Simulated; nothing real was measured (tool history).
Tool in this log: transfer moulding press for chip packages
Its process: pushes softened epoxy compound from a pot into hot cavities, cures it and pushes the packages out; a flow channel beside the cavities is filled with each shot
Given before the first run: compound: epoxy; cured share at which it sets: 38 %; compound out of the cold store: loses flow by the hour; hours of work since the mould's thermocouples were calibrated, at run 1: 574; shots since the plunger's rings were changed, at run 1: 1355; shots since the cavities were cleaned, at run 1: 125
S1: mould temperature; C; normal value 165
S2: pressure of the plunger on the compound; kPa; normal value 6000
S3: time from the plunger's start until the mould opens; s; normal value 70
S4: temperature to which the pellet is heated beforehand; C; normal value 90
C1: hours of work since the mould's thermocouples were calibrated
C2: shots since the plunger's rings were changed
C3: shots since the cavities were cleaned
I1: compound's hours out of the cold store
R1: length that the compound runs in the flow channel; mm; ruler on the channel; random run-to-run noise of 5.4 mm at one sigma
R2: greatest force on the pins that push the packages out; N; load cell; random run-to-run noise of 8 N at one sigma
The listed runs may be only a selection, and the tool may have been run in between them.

{"run": 1, "hour": 0.0, "S1": 165, "S2": 6000, "S3": 70, "S4": 90, "C1": 574, "C2": 1355, "C3": 125, "I1": 36.8, "R1": 544, "R2": 392}
{"run": 2, "hour": 13.0, "S1": 165, "S2": 6000, "S3": 61, "S4": 90, "C1": 582, "C2": 1526, "C3": 296, "I1": 10.6, "R1": 570, "R2": 511}
{"run": 3, "hour": 29.7, "S1": 165, "S2": 6000, "S3": 61, "S4": 90, "C1": 592, "C2": 1746, "C3": 516, "I1": 15.4, "R1": 557, "R2": 575}
{"hour": 39.2, "done": "cavities cleaned with cleaning compound and waxed"}
{"run": 4, "hour": 42.5, "S1": 165, "S2": 6000, "S3": 61, "S4": 90, "C1": 599, "C2": 1895, "C3": 43, "I1": 38.0, "R1": 536, "R2": 413}
{"run": 5, "hour": 55.0, "S1": 165, "S2": 6000, "S3": 61, "S4": 90, "C1": 607, "C2": 2059, "C3": 207, "I1": 45.8, "R1": 525, "R2": 451}
{"run": 6, "hour": 77.2, "S1": 165, "S2": 6000, "S3": 61, "S4": 90, "C1": 620, "C2": 2351, "C3": 499, "I1": 12.6, "R1": 567, "R2": 548}
{"hour": 87.5, "done": "cavities cleaned with cleaning compound and waxed"}
{"run": 7, "hour": 94.3, "S1": 165, "S2": 6000, "S3": 70, "S4": 90, "C1": 630, "C2": 2556, "C3": 89, "I1": 14.5, "R1": 568, "R2": 370}
{"run": 8, "hour": 104.3, "S1": 165, "S2": 6000, "S3": 52, "S4": 90, "C1": 636, "C2": 2688, "C3": 221, "I1": 22.1, "R1": 553, "R2": 668}
{"run": 9, "hour": 127.7, "S1": 165, "S2": 6000, "S3": 52, "S4": 90, "C1": 650, "C2": 2996, "C3": 529, "I1": 42.8, "R1": 519, "R2": 729}
{"hour": 131.7, "done": "mould's thermocouples calibrated"}
{"hour": 138.3, "done": "cavities cleaned with cleaning compound and waxed"}
{"run": 10, "hour": 146.8, "S1": 165, "S2": 6000, "S3": 52, "S4": 90, "C1": 8, "C2": 3201, "C3": 112, "I1": 13.4, "R1": 545, "R2": 590}
{"run": 11, "hour": 157.8, "S1": 165, "S2": 6000, "S3": 52, "S4": 90, "C1": 15, "C2": 3346, "C3": 257, "I1": 29.0, "R1": 526, "R2": 660}
{"run": 12, "hour": 168.6, "S1": 166, "S2": 6000, "S3": 52, "S4": 90, "C1": 22, "C2": 3488, "C3": 399, "I1": 30.0, "R1": 509, "R2": 661}
{"hour": 187.3, "done": "cavities cleaned with cleaning compound and waxed"}
{"run": 13, "hour": 188.4, "S1": 166, "S2": 6000, "S3": 52, "S4": 90, "C1": 33, "C2": 3729, "C3": 14, "I1": 34.8, "R1": 522, "R2": 462}
{"run": 14, "hour": 211.2, "S1": 159, "S2": 4740, "S3": 52, "S4": 87, "C1": 47, "C2": 4030, "C3": 315, "I1": 39.3, "R1": 469, "R2": 1072}
{"run": 15, "hour": 221.6, "S1": 167, "S2": 4780, "S3": 73, "S4": 99, "C1": 53, "C2": 4166, "C3": 451, "I1": 9.4, "R1": 474, "R2": 443}
{"run": 16, "hour": 232.5, "S1": 167, "S2": 4780, "S3": 73, "S4": 99, "C1": 60, "C2": 4310, "C3": 595, "I1": 11.8, "R1": 473, "R2": 493}
{"hour": 236.5, "done": "cavities cleaned with cleaning compound and waxed"}
{"run": 17, "hour": 256.1, "S1": 173, "S2": 6410, "S3": 108, "S4": 85, "C1": 73, "C2": 4600, "C3": 258, "I1": 36.8, "R1": 507, "R2": 407}
{"hour": 266.6, "done": "mould's thermocouples calibrated, once more"}
{"run": 18, "hour": 269.2, "S1": 165, "S2": 6000, "S3": 88, "S4": 93, "C1": 2, "C2": 4746, "C3": 404, "I1": 35.7, "R1": 517, "R2": 463}
{"run": 19, "hour": 279.6, "S1": 165, "S2": 7380, "S3": 70, "S4": 90, "C1": 8, "C2": 4883, "C3": 541, "I1": 44.9, "R1": 560, "R2": 523}

What differs in the tool's unlogged condition from the final listed run ahead of each entry between runs to the first listed run following it?
Run 3 -> run 4: cavities cleaned with cleaning compound and waxed (hour 39.2)
  true mould temperature over the reading, C: 1.58 -> 1.6; pressure that reaches the compound, % of what is set: 93.92 -> 93.42; grip of the stained cavities, % over clean ones': 47.9 -> 6.7
  the result without the hidden state subtracted from the measured one, R1: -23 -> -23 mm; R2: +153 -> -6 N
Run 6 -> run 7: cavities cleaned with cleaning compound and waxed (hour 87.5)
  true mould temperature over the reading, C: 1.65 -> 1.67; pressure that reaches the compound, % of what is set: 91.9 -> 91.2; grip of the stained cavities, % over clean ones': 45.2 -> 13.3
  the result without the hidden state subtracted from the measured one, R1: -30 -> -32 mm; R2: +134 -> +29 N
Run 9 -> run 10: mould's thermocouples calibrated (hour 131.7); cavities cleaned with cleaning compound and waxed (hour 138.3)
  true mould temperature over the reading, C: 1.71 -> 2.18; pressure that reaches the compound, % of what is set: 89.71 -> 89.07; grip of the stained cavities, % over clean ones': 48 -> 16.3
  the result without the hidden state subtracted from the measured one, R1: -34 -> -39 mm; R2: +172 -> -11 N
Run 12 -> run 13: cavities cleaned with cleaning compound and waxed (hour 187.3)
  true mould temperature over the reading, C: 2.21 -> 2.24; pressure that reaches the compound, % of what is set: 88.08 -> 87.25; grip of the stained cavities, % over clean ones': 41.5 -> 4.5
  the result without the hidden state subtracted from the measured one, R1: -40 -> -43 mm; R2: +114 -> -56 N
Run 16 -> run 17: cavities cleaned with cleaning compound and waxed (hour 236.5)
  true mould temperature over the reading, C: 2.3 -> 2.34; pressure that reaches the compound, % of what is set: 85.07 -> 84.07; grip of the stained cavities, % over clean ones': 50.8 -> 30.8
  the result without the hidden state subtracted from the measured one, R1: -46 -> -52 mm; R2: +157 -> +96 N
Run 17 -> run 18: mould's thermocouples calibrated, once more (hour 266.6)
  true mould temperature over the reading, C: 2.34 -> -0.01; pressure that reaches the compound, % of what is set: 84.07 -> 83.53; grip of the stained cavities, % over clean ones': 30.8 -> 41.3
  the result without the hidden state subtracted from the measured one, R1: -52 -> -49 mm; R2: +96 -> +134 N

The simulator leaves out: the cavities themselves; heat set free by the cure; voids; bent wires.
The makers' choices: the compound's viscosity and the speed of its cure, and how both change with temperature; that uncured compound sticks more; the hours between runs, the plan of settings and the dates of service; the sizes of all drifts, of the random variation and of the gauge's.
